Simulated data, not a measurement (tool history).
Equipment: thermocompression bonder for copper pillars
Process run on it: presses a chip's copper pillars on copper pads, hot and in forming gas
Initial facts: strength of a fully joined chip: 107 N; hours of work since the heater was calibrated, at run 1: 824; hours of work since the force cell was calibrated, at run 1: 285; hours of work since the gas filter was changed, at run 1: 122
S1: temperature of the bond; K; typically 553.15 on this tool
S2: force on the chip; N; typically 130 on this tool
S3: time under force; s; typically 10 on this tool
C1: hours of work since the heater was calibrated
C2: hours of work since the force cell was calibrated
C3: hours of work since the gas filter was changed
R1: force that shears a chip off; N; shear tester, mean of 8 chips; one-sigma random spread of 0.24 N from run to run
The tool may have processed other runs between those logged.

| run | hour | S1 | S2 | S3 | C1 | C2 | C3 | R1 |
|---|---|---|---|---|---|---|---|---|
| 1 | 0.0 | 553.15 | 130 | 10 | 824 | 285 | 122 | 63.0 |
| 2 | 16.5 | 553.15 | 130 | 8 | 837 | 297 | 135 | 58.8 |
| 3 | 27.0 | 553.15 | 130 | 8 | 845 | 306 | 143 | 58.7 |
|  | 42.4 | forming gas filter changed |
| 4 | 46.5 | 553.15 | 130 | 8 | 860 | 321 | 3 | 60.5 |
| 5 | 67.9 | 553.15 | 130 | 8 | 876 | 337 | 20 | 60.7 |
| 6 | 89.5 | 553.15 | 130 | 8 | 893 | 354 | 37 | 59.8 |
| 7 | 110.2 | 553.15 | 168 | 10 | 909 | 370 | 53 | 76.0 |
| 8 | 129.8 | 553.15 | 168 | 10 | 925 | 386 | 68 | 75.7 |
| 9 | 143.7 | 553.15 | 168 | 10 | 936 | 396 | 79 | 75.1 |
| 10 | 152.4 | 553.15 | 168 | 10 | 942 | 403 | 86 | 75.1 |
| 11 | 167.6 | 553.15 | 130 | 9 | 954 | 415 | 98 | 61.4 |
| 12 | 187.9 | 553.15 | 130 | 10 | 970 | 431 | 114 | 63.0 |
| 13 | 201.4 | 553.15 | 130 | 10 | 981 | 441 | 124 | 63.3 |
| 14 | 218.3 | 553.15 | 130 | 10 | 994 | 455 | 137 | 63.4 |
| 15 | 228.9 | 553.15 | 130 | 10 | 1002 | 463 | 146 | 62.7 |
|  | 241.0 | forming gas filter changed |
| 16 | 241.8 | 553.15 | 130 | 10 | 1012 | 473 | 1 | 64.8 |
| 17 | 255.8 | 553.15 | 130 | 10 | 1023 | 484 | 12 | 64.7 |
| 18 | 276.2 | 553.15 | 130 | 6 | 1039 | 499 | 27 | 54.5 |
| 19 | 291.4 | 553.15 | 130 | 6 | 1050 | 511 | 39 | 54.4 |
| 20 | 306.8 | 523.15 | 130 | 9 | 1063 | 523 | 51 | 46.9 |
| 21 | 322.5 | 576.15 | 109 | 17 | 1075 | 536 | 64 | 77.1 |
| 22 | 331.7 | 553.15 | 130 | 7 | 1082 | 543 | 71 | 57.1 |
| 23 | 345.2 | 553.15 | 130 | 7 | 1093 | 553 | 81 | 56.5 |
| 24 | 357.4 | 553.15 | 166 | 10 | 1102 | 563 | 91 | 74.3 |
| 25 | 371.1 | 553.15 | 110 | 10 | 1113 | 574 | 102 | 55.4 |
| 26 | 380.2 | 531.15 | 100 | 10 | 1120 | 581 | 109 | 41.4 |
| 27 | 401.6 | 532.15 | 136 | 22 | 1137 | 597 | 125 | 68.7 |
| 28 | 416.4 | 580.15 | 138 | 8 | 1148 | 609 | 137 | 73.4 |
| 29 | 432.1 | 553.15 | 165 | 10 | 1160 | 621 | 149 | 73.0 |
|  | 440.2 | forming gas filter changed |
| 30 | 449.4 | 556.15 | 78 | 10 | 1174 | 634 | 7 | 43.5 |
| 31 | 460.5 | 556.15 | 78 | 10 | 1182 | 643 | 16 | 43.3 |
| 32 | 471.3 | 525.15 | 131 | 10 | 1191 | 651 | 24 | 50.4 |
| 33 | 482.6 | 561.15 | 99 | 10 | 1199 | 660 | 33 | 55.6 |

Some steps in R1, run to run, broken into two amounts with sign: the step expected even without the hidden condition (settings, incoming material, random variation), and the rest, left for the hidden condition together with whatever gauge scatter is not in both the measured and the hidden-condition-free result:
Hidden conditions of the tool in this case: true temperature of the bond over the reading, C; force that reaches the chip, % of what is set; oxide that the forming gas leaves, % of the face; drift of the gauge itself on shear_n, %.
Run 3 -> 4: forming gas filter changed. R1 +1.8 N: hidden state +1.8, all else +0.0.
Run 15 -> 16: forming gas filter changed. R1 +2.1 N: hidden state +2.0, all else +0.1.
Run 20 -> 21: S1 523.15 -> 576.15, S2 130 -> 109, S3 9 -> 17. R1 +30.2 N: hidden state +0.0, all else +30.2.
Run 26 -> 27: S1 531.15 -> 532.15, S2 100 -> 136, S3 10 -> 22. R1 +27.3 N: hidden state -1.4, all else +28.7.
Run 29 -> 30: S1 553.15 -> 556.15, S2 165 -> 78, forming gas filter changed. R1 -29.5 N: hidden state +2.7, all else -32.2.
